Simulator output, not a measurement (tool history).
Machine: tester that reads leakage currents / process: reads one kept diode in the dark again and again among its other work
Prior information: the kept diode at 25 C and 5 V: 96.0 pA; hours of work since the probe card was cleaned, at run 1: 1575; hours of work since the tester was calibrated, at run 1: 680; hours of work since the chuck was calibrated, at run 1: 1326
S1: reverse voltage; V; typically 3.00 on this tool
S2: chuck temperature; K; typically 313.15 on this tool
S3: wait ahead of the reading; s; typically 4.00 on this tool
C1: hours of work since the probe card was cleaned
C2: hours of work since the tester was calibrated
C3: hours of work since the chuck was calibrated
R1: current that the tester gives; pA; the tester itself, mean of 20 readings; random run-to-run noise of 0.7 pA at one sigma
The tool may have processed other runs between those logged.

run	day	S1	S2	S3	C1	C2	C3	R1
1	0.000	3.00	313.15	4.00	1575	680	1326	222.14
2	0.708	3.00	313.15	4.00	1587	692	1338	220.53
3	1.892	3.00	313.15	4.00	1606	711	1357	221.66
4	3.200	3.00	313.15	4.00	1627	732	1378	220.75
5	4.221	3.00	313.15	4.00	1644	748	1395	220.41
6	4.942	3.00	299.15	4.00	1655	760	1406	77.42
7	6.175	3.00	299.15	4.00	1675	780	1426	77.24
8	6.796	3.00	299.15	4.00	1685	790	1436	77.05
9	8.133	3.00	299.15	4.00	1707	812	1458	76.76
10	9.183	3.00	299.15	4.00	1724	829	1475	77.60
11	10.354	3.00	299.15	4.00	1743	848	1494	77.24
12	11.179	3.00	313.15	4.00	1756	861	1507	219.13
13	12.533	13.31	313.15	3.94	1778	883	1529	472.60
14	13.633	6.24	319.15	2.52	1796	901	1547	488.37
15	14.521	6.24	319.15	2.52	1810	915	1561	489.53
16	15.917	5.73	305.15	0.73	1833	938	1584	171.33
17	17.042	1.67	308.15	8.44	1851	956	1602	112.04
18	18.017	1.64	305.15	4.00	1867	971	1618	89.41
19	18.588	1.64	295.15	4.52	1876	981	1627	40.70
20	19.642	11.28	294.15	0.77	1893	998	1644	108.58
21	20.429	5.80	319.15	0.31	1906	1010	1657	474.03
22	21.246	5.80	296.15	0.31	1919	1024	1670	90.95
23	22.438	5.80	296.15	1.47	1938	1043	1689	86.24
24	23.008	5.80	296.15	1.47	1947	1052	1698	85.97

Each row is a separate what-if for the run after 24, all from the same tool condition, not one after another. Results?
A	23.838	4.25	322.15	0.35	1961	1066	1712	?
B	23.838	5.80	316.15	0.39	1961	1066	1712	?
C	23.838	1.23	308.15	0.74	1961	1066	1712	?

run	R1
A	493.24
B	382.84
C	96.70
With the hidden condition removed and each run's random variation left untouched, the same runs would have given:
run	R1
A	523.82
B	405.91
C	103.15

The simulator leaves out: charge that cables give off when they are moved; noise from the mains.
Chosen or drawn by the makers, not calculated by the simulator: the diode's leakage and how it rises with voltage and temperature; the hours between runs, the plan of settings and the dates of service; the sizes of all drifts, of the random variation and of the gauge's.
